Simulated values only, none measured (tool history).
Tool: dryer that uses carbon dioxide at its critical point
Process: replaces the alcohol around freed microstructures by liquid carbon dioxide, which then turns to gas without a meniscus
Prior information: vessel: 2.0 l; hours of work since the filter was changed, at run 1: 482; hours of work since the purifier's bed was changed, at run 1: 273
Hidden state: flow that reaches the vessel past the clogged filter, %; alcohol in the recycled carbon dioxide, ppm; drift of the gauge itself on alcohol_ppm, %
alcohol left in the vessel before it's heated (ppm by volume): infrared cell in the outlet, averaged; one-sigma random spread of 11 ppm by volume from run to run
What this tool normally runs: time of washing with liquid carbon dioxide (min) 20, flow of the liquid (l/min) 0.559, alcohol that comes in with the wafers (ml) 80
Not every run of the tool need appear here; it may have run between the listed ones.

run,hour,time of washing with liquid carbon dioxide (min),flow of the liquid (l/min),alcohol that comes in with the wafers (ml),hours of work since the filter was changed,hours of work since the purifier's bed was changed,alcohol left in the vessel before it's heated (ppm by volume)
1,0.0,20,0.559,80,482,273,957
# hour 38.9: inlet filter changed
2,40.0,20,0.559,80,1,302,671
3,88.9,20,0.559,80,37,338,702
4,122.8,20,0.559,26,61,363,260
5,161.0,20,0.559,26,89,391,273
6,216.0,20,0.559,26,130,431,277
7,271.2,20,0.559,26,170,471,281
8,309.6,20,0.559,80,198,499,822
9,347.9,20,0.559,80,226,528,811
10,382.6,20,0.559,80,252,553,851
11,414.5,20,0.559,80,275,576,858
12,439.4,20,0.874,80,293,594,153
13,474.9,20,0.874,80,319,620,144
14,525.0,20,0.874,80,356,657,149
15,572.3,20,0.523,80,391,692,1213
16,607.6,13,0.499,80,416,718,4479
# hour 616.8: purifier's bed changed
17,646.7,15,0.342,31,443,22,2696
18,679.0,15,0.342,27,467,46,2385
19,702.6,15,0.342,27,484,63,2450
# hour 741.3: inlet filter changed
20,758.5,23,0.342,96,13,103,2579
21,807.5,30,0.928,99,48,139,15
22,846.1,24,0.559,21,77,167,101
23,883.9,12,0.803,115,104,195,1752
24,926.1,20,0.531,101,135,226,1144
25,962.6,20,0.420,101,162,253,2517
26,1004.2,20,0.420,101,193,283,2595

Below, some changes in alcohol left in the vessel before it's heated (ppm by volume) between adjacent runs. For each, the amount present without the hidden state too (settings, incoming material, random variation) and the amount remaining for the hidden state with gauge scatter not shared by both compared results:
Run 15 -> 16: time of washing with liquid carbon dioxide (min) 20 -> 13, flow of the liquid (l/min) 0.523 -> 0.499. alcohol left in the vessel before it's heated (ppm by volume) +3266: hidden state +507, all else +2759.
Run 16 -> 17: time of washing with liquid carbon dioxide (min) 13 -> 15, flow of the liquid (l/min) 0.499 -> 0.342, alcohol that comes in with the wafers (ml) 80 -> 31, purifier's bed changed. alcohol left in the vessel before it's heated (ppm by volume) -1783: hidden state -446, all else -1337.
Run 20 -> 21: time of washing with liquid carbon dioxide (min) 23 -> 30, flow of the liquid (l/min) 0.342 -> 0.928, alcohol that comes in with the wafers (ml) 96 -> 99. alcohol left in the vessel before it's heated (ppm by volume) -2564: hidden state -23, all else -2541.
